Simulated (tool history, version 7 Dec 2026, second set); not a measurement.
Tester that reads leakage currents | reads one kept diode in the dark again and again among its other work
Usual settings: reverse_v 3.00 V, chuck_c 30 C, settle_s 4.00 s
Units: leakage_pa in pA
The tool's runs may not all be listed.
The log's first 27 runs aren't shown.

run,hour,reverse_v,chuck_c,settle_s,leakage_pa
28,614.2,2.56,30,6.38,108.60
29,635.2,7.37,39,4.95,448.21
30,659.5,7.37,39,4.95,448.57
31,684.7,1.04,54,6.04,479.04
32,703.8,1.63,25,6.04,52.13
33,730.8,3.81,53,7.47,958.45
34,757.4,9.52,23,2.79,125.13
35,784.8,9.52,23,2.79,125.35
36,802.5,9.20,43,0.80,721.22
37,829.2,19.44,30,9.11,365.21
38,849.7,3.00,58,4.00,1227.60
39,875.0,3.00,30,5.52,117.96

Forecast each of these 5 alternatives for the next run:
A,904.6,4.20,46,1.45,?
B,904.6,3.00,41,2.60,?
C,904.6,3.00,59,5.73,?
D,904.6,13.78,30,0.30,?
E,904.6,7.59,30,0.32,?

run,leakage_pa
A,576.73
B,309.73
C,1319.06
D,307.45
E,211.90
Without the tool's hidden state the same runs would have given:
run,leakage_pa
A,586.51
B,314.89
C,1342.03
D,308.49
E,213.43

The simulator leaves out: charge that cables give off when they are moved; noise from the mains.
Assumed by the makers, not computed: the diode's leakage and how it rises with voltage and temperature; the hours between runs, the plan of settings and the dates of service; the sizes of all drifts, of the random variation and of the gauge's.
